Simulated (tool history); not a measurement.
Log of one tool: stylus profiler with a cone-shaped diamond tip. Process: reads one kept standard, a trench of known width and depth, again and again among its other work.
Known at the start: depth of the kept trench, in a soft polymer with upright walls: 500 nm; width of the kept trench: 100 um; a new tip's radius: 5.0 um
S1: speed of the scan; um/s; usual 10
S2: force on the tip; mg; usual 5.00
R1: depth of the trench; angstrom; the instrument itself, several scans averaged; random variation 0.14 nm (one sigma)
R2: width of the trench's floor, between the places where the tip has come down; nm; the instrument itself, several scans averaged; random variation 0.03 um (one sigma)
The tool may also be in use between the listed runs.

run,hour,S1,S2,R1,R2
1,0.0,10,5.00,5105.8,95320
2,41.5,4,5.00,5105.2,95320
3,86.6,10,5.00,5104.5,95290
4,132.8,10,5.00,5105.0,95320
5,166.5,17,5.00,5102.6,95270
6,189.2,10,6.14,5120.3,95290
7,228.5,10,6.14,5120.8,95290
8,268.9,10,6.14,5119.8,95280
9,300.7,10,6.14,5118.3,95260
10,324.4,10,6.14,5117.7,95260
11,353.8,10,6.14,5118.8,95300
12,387.3,10,6.14,5118.0,95210
13,428.6,10,5.00,5101.7,95240
14,472.7,10,5.00,5100.7,95190
15,492.5,10,5.00,5101.2,95240
16,527.7,10,5.00,5101.1,95210
17,568.5,10,5.00,5101.5,95240
18,613.7,10,5.00,5096.4,95140
19,649.5,24,5.00,5098.8,95120
20,679.7,10,5.00,5098.7,95220
# hour 682.7: height scale calibrated on a step standard
21,724.3,10,5.00,5093.2,95140
# hour 764.3: height scale calibrated on a step standard, once more
22,769.0,10,5.00,5113.5,95170
23,793.5,10,2.23,5066.9,95130
24,837.2,10,2.60,5072.2,95140
25,865.8,18,3.65,5092.9,95120
26,900.1,18,3.65,5091.8,95050
27,925.8,11,5.00,5114.2,95110
28,949.5,7,1.69,5052.9,95110
29,981.0,7,1.69,5053.0,95110

The next listed run, before its measurement:
30,1027.7,7,1.69,?,?

{"run 30": {"R1": 5052.0, "R2": 95100}}
Without the tool's hidden state the same run would have given R1 5055.5 angstrom, R2 95590 nm.
